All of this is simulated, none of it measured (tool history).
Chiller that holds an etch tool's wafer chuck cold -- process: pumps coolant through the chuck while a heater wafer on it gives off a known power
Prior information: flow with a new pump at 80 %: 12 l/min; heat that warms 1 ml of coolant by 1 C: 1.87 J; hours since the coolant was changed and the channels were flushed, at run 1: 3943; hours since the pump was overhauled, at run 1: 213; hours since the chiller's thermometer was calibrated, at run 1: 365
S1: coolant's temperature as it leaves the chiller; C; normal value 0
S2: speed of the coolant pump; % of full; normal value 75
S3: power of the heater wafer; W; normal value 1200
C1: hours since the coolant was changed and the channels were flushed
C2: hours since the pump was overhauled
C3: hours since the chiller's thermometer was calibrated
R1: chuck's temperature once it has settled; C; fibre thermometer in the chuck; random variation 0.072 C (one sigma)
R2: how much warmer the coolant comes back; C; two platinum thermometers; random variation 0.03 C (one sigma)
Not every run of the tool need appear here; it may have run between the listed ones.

Run 1, day 0.000: usual settings; C1 3943; C2 213; C3 365. Result: R1 9.72 C, R2 3.47 C.
Run 2, day 3.658: usual settings; C1 4031; C2 301; C3 453. Result: R1 9.67 C, R2 3.45 C.
Run 3, day 7.562: usual settings; C1 4125; C2 395; C3 547. Result: R1 9.74 C, R2 3.39 C.
Run 4, day 12.742: usual settings; C1 4249; C2 519; C3 671. Result: R1 9.87 C, R2 3.46 C.
Run 5, day 17.167: usual settings but S2 76 % of full; C1 4355; C2 625; C3 777. Result: R1 9.76 C, R2 3.38 C.
Run 6, day 22.021: usual settings but S2 76 % of full; C1 4472; C2 742; C3 894. Result: R1 9.71 C, R2 3.43 C.
Run 7, day 26.554: usual settings but S1 3 C, S2 82 % of full, S3 1617 W; C1 4580; C2 850; C3 1003. Result: R1 15.59 C, R2 4.30 C.
Run 8, day 31.292: usual settings but S1 -5 C, S2 82 % of full, S3 1204 W; C1 4694; C2 964; C3 1116. Result: R1 4.41 C, R2 3.23 C.
Run 9, day 34.083: usual settings but S1 10 C, S2 90 % of full, S3 1536 W; C1 4761; C2 1031; C3 1183. Result: R1 21.45 C, R2 3.74 C.
Run 10, day 37.042: usual settings but S1 -10 C, S2 95 % of full, S3 820 W; C1 4832; C2 1102; C3 1254. Result: R1 -4.28 C, R2 1.89 C.
Run 11, day 41.892: usual settings but S2 95 % of full; C1 4949; C2 1218; C3 1371. Result: R1 8.65 C, R2 2.77 C.
Run 12, day 47.296: usual settings but S1 4 C, S2 61 % of full; C1 5078; C2 1348; C3 1500. Result: R1 15.23 C, R2 4.39 C.

Forecast each of these 5 alternatives for the next run:
Run A, day 52.771: usual settings but S1 -6 C, S2 96 % of full; C1 5210; C2 1480; C3 1632. Result: R1 ?, R2 ?.
Run B, day 52.771: usual settings but S1 1 C, S2 72 % of full, S3 1225 W; C1 5210; C2 1480; C3 1632. Result: R1 ?, R2 ?.
Run C, day 52.771: usual settings but S1 4 C, S2 61 % of full, S3 1429 W; C1 5210; C2 1480; C3 1632. Result: R1 ?, R2 ?.
Run D, day 52.771: usual settings but S1 7 C, S3 1553 W; C1 5210; C2 1480; C3 1632. Result: R1 ?, R2 ?.
Run E, day 52.771: usual settings but S1 4 C, S3 657 W; C1 5210; C2 1480; C3 1632. Result: R1 ?, R2 ?.

run     R1    R2
  A   2.56  2.66
  B  11.36  3.73
  C  17.68  5.18
  D  19.93  4.53
  E   9.38  1.98
The same runs, with their run-to-run variation unchanged, on a tool lacking any hidden condition would have given:
run     R1    R2
  A   1.92  2.59
  B  10.54  3.64
  C  16.56  5.04
  D  18.85  4.41
  E   9.10  1.93

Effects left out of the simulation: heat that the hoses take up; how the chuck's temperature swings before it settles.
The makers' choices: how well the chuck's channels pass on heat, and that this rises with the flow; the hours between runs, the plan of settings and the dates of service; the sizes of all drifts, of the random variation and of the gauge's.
